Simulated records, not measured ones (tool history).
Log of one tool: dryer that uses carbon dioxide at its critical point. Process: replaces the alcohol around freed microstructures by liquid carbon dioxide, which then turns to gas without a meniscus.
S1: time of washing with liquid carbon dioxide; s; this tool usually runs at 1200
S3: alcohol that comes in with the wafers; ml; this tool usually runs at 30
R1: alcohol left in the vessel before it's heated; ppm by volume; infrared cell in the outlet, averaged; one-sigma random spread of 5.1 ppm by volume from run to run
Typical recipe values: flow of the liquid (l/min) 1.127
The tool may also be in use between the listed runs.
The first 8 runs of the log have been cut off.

Run 9, hour 73.2: usual settings. Result: R1 181 ppm by volume.
Run 10, hour 85.0: usual settings. Result: R1 177 ppm by volume.
Run 11, hour 93.0: usual settings. Result: R1 179 ppm by volume.
Run 12, hour 101.9: usual settings but S3 48 ml. Result: R1 248 ppm by volume.
Run 13, hour 112.8: usual settings but flow of the liquid (l/min) 1.040, S3 48 ml. Result: R1 313 ppm by volume.
Run 14, hour 119.0: usual settings but flow of the liquid (l/min) 1.040, S3 48 ml. Result: R1 316 ppm by volume.
Run 15, hour 133.7: usual settings but flow of the liquid (l/min) 1.320. Result: R1 131 ppm by volume.
At hour 140.6: inlet filter changed.
Run 16, hour 147.2: usual settings but S1 840 s. Result: R1 385 ppm by volume.
Run 17, hour 154.2: usual settings. Result: R1 163 ppm by volume.
Run 18, hour 168.4: usual settings. Result: R1 157 ppm by volume.
Run 19, hour 176.0: usual settings. Result: R1 164 ppm by volume.
Run 20, hour 188.6: usual settings. Result: R1 161 ppm by volume.
Run 21, hour 203.7: usual settings but S1 1140 s. Result: R1 180 ppm by volume.
Run 22, hour 214.0: usual settings but S1 1140 s. Result: R1 186 ppm by volume.
Run 23, hour 225.0: usual settings but flow of the liquid (l/min) 1.760, S3 51 ml. Result: R1 98 ppm by volume.
Run 24, hour 237.8: usual settings but S1 1080 s, flow of the liquid (l/min) 1.910, S3 22 ml. Result: R1 93 ppm by volume.
Run 25, hour 247.2: usual settings but S1 1800 s, flow of the liquid (l/min) 1.500. Result: R1 89 ppm by volume.
Run 26, hour 257.9: usual settings but S1 1620 s, flow of the liquid (l/min) 1.500. Result: R1 91 ppm by volume.
Run 27, hour 266.6: usual settings but S1 1620 s, flow of the liquid (l/min) 1.620. Result: R1 77 ppm by volume.
Run 28, hour 278.3: usual settings but S1 1620 s, flow of the liquid (l/min) 1.620. Result: R1 94 ppm by volume.
Run 29, hour 286.0: usual settings but S1 1620 s, flow of the liquid (l/min) 1.620. Result: R1 86 ppm by volume.
Run 30, hour 292.5: usual settings but S1 1620 s, flow of the liquid (l/min) 0.990, S3 23 ml. Result: R1 110 ppm by volume.
Run 31, hour 301.7: usual settings but S1 900 s, flow of the liquid (l/min) 0.990, S3 23 ml. Result: R1 388 ppm by volume.
Run 32, hour 314.7: usual settings but flow of the liquid (l/min) 1.580. Result: R1 106 ppm by volume.
Run 33, hour 322.1: usual settings but S1 1020 s, flow of the liquid (l/min) 1.490. Result: R1 144 ppm by volume.

Predict each of these 3 candidate next runs independently; none follows another, all start after run 33:
Run A, hour 333.4: usual settings but S1 780 s, flow of the liquid (l/min) 1.490. Result: R1 ?.
Run B, hour 333.4: usual settings but S1 840 s, flow of the liquid (l/min) 1.340, S3 119 ml. Result: R1 ?.
Run C, hour 333.4: usual settings but S1 1500 s, flow of the liquid (l/min) 1.490. Result: R1 ?.

run   R1
  A  268
  B  825
  C   93
What these runs would have given with no unlogged condition in the tool:
run   R1
  A  161
  B  659
  C    4
